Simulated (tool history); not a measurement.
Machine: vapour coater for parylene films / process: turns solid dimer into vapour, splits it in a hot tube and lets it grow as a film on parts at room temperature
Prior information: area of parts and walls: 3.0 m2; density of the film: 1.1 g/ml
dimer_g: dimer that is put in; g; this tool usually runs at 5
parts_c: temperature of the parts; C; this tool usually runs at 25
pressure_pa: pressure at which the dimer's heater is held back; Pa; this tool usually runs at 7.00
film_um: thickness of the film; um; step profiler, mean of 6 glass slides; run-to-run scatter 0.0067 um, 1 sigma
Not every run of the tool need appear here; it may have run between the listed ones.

run,hour,dimer_g,parts_c,pressure_pa,film_um
1,0.0,5,25,7.00,0.644
2,18.1,5,25,7.00,0.643
3,32.1,5,25,2.40,0.813
4,46.5,5,25,2.40,0.820
5,60.0,5,25,2.40,0.813
6,80.1,5,25,10.59,0.582
7,93.7,8,25,7.00,1.021
8,106.0,4,25,7.00,0.499
9,125.5,4,25,7.00,0.513
10,144.0,4,25,7.00,0.514
11,161.2,4,25,7.00,0.521
12,176.4,5,25,7.00,0.639
13,192.3,5,25,7.00,0.625
14,202.5,4,25,7.00,0.504
# hour 205.3: table's thermometer calibrated
15,221.8,5,25,7.00,0.635
16,236.2,6,21,6.40,0.899
17,255.1,6,31,6.40,0.613
18,267.2,6,31,6.40,0.628
19,278.9,3,21,2.81,0.539
20,300.5,6,25,8.15,0.731
# hour 305.2: table's thermometer calibrated, once more
21,313.1,4,19,3.08,0.732
22,333.6,3,33,3.08,0.319
23,347.4,3,34,3.08,0.313
24,366.1,3,34,3.08,0.317
25,376.6,2,32,10.00,0.182
26,388.8,8,37,3.30,0.738
27,401.8,8,37,3.30,0.741
28,421.2,8,31,5.06,0.827
29,435.7,3,18,7.00,0.457
30,451.1,4,30,2.18,0.513

Consider 5 possible next runs. They are alternatives, not a sequence: every one starts from the tool as it was left by run 30. What does each give?
A,470.9,2,35,9.12,?
B,470.9,2,30,7.98,?
C,470.9,7,21,2.86,?
D,470.9,4,19,7.00,?
E,470.9,2,30,10.55,?

run,film_um
A,0.163
B,0.193
C,1.182
D,0.585
E,0.187
With the hidden condition removed and each run's random variation left untouched, the same runs would have given:
run,film_um
A,0.176
B,0.208
C,1.275
D,0.631
E,0.201
